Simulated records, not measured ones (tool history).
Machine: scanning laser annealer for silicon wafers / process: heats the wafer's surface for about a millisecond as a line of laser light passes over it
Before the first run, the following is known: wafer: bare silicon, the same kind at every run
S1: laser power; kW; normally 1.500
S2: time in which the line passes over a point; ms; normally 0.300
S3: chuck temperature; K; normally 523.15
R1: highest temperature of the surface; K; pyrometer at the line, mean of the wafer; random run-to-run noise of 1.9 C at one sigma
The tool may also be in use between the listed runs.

run     day     S1     S2      S3       R1
  1   0.000  1.500  0.300  523.15  1347.15
  2   0.521  1.500  0.280  523.15  1316.15
  3   0.821  1.500  0.280  523.15  1319.15
  4   1.379  1.500  0.280  523.15  1319.15
  5   1.950  1.500  0.280  523.15  1318.15
  6   2.379  1.500  0.300  523.15  1346.15
  7   2.967  1.500  0.300  523.15  1347.15
      3.458  -- optics aligned, line set to its width
  8   3.458  1.500  0.300  523.15  1359.15
  9   3.988  1.488  0.300  523.15  1349.15
 10   4.304  1.488  0.300  523.15  1350.15
 11   4.571  1.305  0.300  523.15  1225.15
 12   4.862  1.305  0.300  523.15  1220.15
 13   5.325  1.305  0.300  523.15  1223.15
 14   5.729  1.305  0.300  523.15  1221.15
 15   6.046  1.305  0.300  523.15  1225.15
 16   6.454  1.305  0.300  523.15  1223.15
 17   6.725  1.458  0.300  523.15  1329.15
 18   6.983  1.458  0.365  523.15  1416.15
 19   7.308  1.458  0.365  523.15  1409.15
 20   7.600  1.500  0.300  523.15  1356.15
 21   8.042  1.635  0.300  523.15  1454.15
 22   8.488  1.635  0.378  523.15  1569.15
 23   9.088  1.635  0.378  523.15  1564.15
 24   9.588  1.500  0.300  504.15  1337.15
 25   9.979  1.315  0.311  516.15  1234.15
 26  10.288  1.315  0.311  516.15  1234.15
 27  10.796  1.360  0.269  560.15  1256.15
 28  11.367  1.478  0.255  525.15  1276.15
 29  11.958  1.500  0.300  549.15  1378.15
 30  12.562  1.500  0.300  549.15  1379.15
 31  12.962  1.500  0.277  488.15  1286.15
 32  13.283  1.500  0.356  505.15  1412.15
 33  13.779  1.317  0.252  505.15  1151.15
 34  14.212  1.539  0.253  505.15  1289.15
 35  14.625  1.589  0.300  534.15  1425.15
 36  14.904  1.422  0.270  554.15  1293.15
 37  15.304  1.366  0.320  545.15  1306.15
 38  15.821  1.500  0.366  523.15  1440.15
 39  16.292  1.447  0.226  523.15  1210.15
 40  16.762  1.518  0.226  523.15  1252.15
 41  17.250  1.518  0.226  523.15  1250.15

A few steps of R1 between consecutive runs. Split each: what settings, incoming material and random variation would produce without the hidden state, and what is left over for the hidden state, along with gauge scatter present in only one of the two compared results (measured, and without hidden state):
What the log doesn't record here: light that passes the window, % of a clean one's; laser's true power over the reading, %; width of the line over the set one, %; drift of the gauge itself on peak_c, C.
Run 7 -> 8: optics aligned, line set to its width. R1 +12.00 K: hidden state +12.00, all else +0.00.
Run 23 -> 24: S1 1.635 -> 1.500, S2 0.378 -> 0.300, S3 523.15 -> 504.15. R1 -227.00 K: hidden state +2.00, all else -229.00.
Run 32 -> 33: S1 1.500 -> 1.317, S2 0.356 -> 0.252. R1 -261.00 K: hidden state +3.00, all else -264.00.
Run 38 -> 39: S1 1.500 -> 1.447, S2 0.366 -> 0.226. R1 -230.00 K: hidden state +2.00, all else -232.00.

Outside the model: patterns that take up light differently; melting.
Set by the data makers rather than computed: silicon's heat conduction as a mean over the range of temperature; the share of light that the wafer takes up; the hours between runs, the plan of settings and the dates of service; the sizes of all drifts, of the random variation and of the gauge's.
